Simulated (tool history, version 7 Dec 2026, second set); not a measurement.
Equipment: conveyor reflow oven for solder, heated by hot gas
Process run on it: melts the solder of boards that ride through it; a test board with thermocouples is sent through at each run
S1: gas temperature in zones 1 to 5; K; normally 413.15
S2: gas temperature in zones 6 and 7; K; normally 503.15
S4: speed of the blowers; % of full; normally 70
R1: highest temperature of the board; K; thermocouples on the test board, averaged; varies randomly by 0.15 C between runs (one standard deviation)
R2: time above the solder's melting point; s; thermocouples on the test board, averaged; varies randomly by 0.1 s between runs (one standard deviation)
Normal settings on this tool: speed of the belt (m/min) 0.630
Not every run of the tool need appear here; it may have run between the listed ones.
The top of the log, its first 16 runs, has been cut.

run 17 day=36.796 | S1=421.15 S2=514.15 speed_of_the_belt_(m/min)=0.630 S4=75 | R1=502.55 R2=51.5
run 18 day=39.512 | S1=421.15 S2=501.15 speed_of_the_belt_(m/min)=0.630 S4=75 | R1=491.05 R2=46.5
run 19 day=41.838 | S1=421.15 S2=501.15 speed_of_the_belt_(m/min)=0.630 S4=75 | R1=490.85 R2=46.6
run 20 day=44.050 | S1=421.15 S2=501.15 speed_of_the_belt_(m/min)=0.630 S4=75 | R1=490.75 R2=46.6
run 21 day=45.679 | S1=413.15 S2=491.15 speed_of_the_belt_(m/min)=0.750 S4=70 | R1=474.55 R2=25.6
run 22 day=48.354 | S1=413.15 S2=491.15 speed_of_the_belt_(m/min)=0.750 S4=70 | R1=474.25 R2=25.7
-- day=49.808 flux residue cleaned out of gas plates and filters
run 23 day=50.462 | S1=427.15 S2=498.15 speed_of_the_belt_(m/min)=0.630 S4=70 | R1=488.65 R2=47.4
run 24 day=53.517 | S1=413.15 S2=509.15 speed_of_the_belt_(m/min)=0.686 S4=70 | R1=493.25 R2=41.4
run 25 day=56.504 | S1=417.15 S2=503.15 speed_of_the_belt_(m/min)=0.630 S4=58 | R1=487.65 R2=42.5
run 26 day=59.312 | S1=407.15 S2=503.15 speed_of_the_belt_(m/min)=0.522 S4=79 | R1=496.65 R2=56.4
run 27 day=62.425 | S1=407.15 S2=501.15 speed_of_the_belt_(m/min)=0.736 S4=77 | R1=484.75 R2=32.6
run 28 day=64.017 | S1=411.15 S2=497.15 speed_of_the_belt_(m/min)=0.736 S4=77 | R1=482.15 R2=32.0
run 29 day=66.629 | S1=413.15 S2=496.15 speed_of_the_belt_(m/min)=0.630 S4=79 | R1=486.85 R2=42.1
-- day=66.983 flux residue cleaned out of gas plates and filters
run 30 day=69.304 | S1=413.15 S2=496.15 speed_of_the_belt_(m/min)=0.630 S4=79 | R1=487.85 R2=43.1
run 31 day=72.283 | S1=413.15 S2=503.15 speed_of_the_belt_(m/min)=0.703 S4=70 | R1=488.15 R2=37.9

Alternative continuations, all from the tool just after run 31; predict every row:
run A day=73.867 | S1=413.15 S2=492.15 speed_of_the_belt_(m/min)=0.753 S4=54 | R1=? R2=?
run B day=73.867 | S1=401.15 S2=517.15 speed_of_the_belt_(m/min)=0.630 S4=82 | R1=? R2=?
run C day=73.867 | S1=413.15 S2=503.15 speed_of_the_belt_(m/min)=0.676 S4=68 | R1=? R2=?

run=A R1=470.65 R2=20.9
run=B R1=505.35 R2=48.6
run=C R1=489.15 R2=39.7
With the hidden condition removed and each run's random variation left untouched, the same runs would have given:
run=A R1=468.55 R2=18.6
run=B R1=503.05 R2=47.3
run=C R1=486.85 R2=38.2

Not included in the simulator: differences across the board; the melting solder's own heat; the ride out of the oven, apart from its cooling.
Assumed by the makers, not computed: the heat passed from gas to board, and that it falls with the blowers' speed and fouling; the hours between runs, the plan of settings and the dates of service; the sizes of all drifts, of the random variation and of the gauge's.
